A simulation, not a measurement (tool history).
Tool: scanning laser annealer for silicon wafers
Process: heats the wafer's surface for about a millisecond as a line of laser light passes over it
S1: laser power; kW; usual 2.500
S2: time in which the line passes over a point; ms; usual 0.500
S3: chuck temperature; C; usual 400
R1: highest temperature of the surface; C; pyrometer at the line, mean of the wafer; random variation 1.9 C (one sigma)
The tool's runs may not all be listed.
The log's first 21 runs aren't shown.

run	hour	S1	S2	S3	R1
22	125.0	2.500	0.500	365	1137
23	129.8	2.372	0.468	366	1067
24	135.0	2.500	0.363	401	1052
25	142.7	2.500	0.363	401	1048
26	148.6	2.500	0.363	401	1051
27	154.3	2.500	0.363	401	1051
28	158.6	2.500	0.363	401	1053
29	166.1	2.618	0.417	423	1161
30	173.7	2.551	0.417	423	1140
31	182.2	2.551	0.417	423	1142
32	189.3	2.500	0.500	377	1150
33	198.7	2.500	0.500	377	1149

Run 34 comes next. What will it give?
34	206.1	2.500	0.500	377	?

R1: 1149 C
Without the tool's hidden state the same run would have given R1 1150 C.
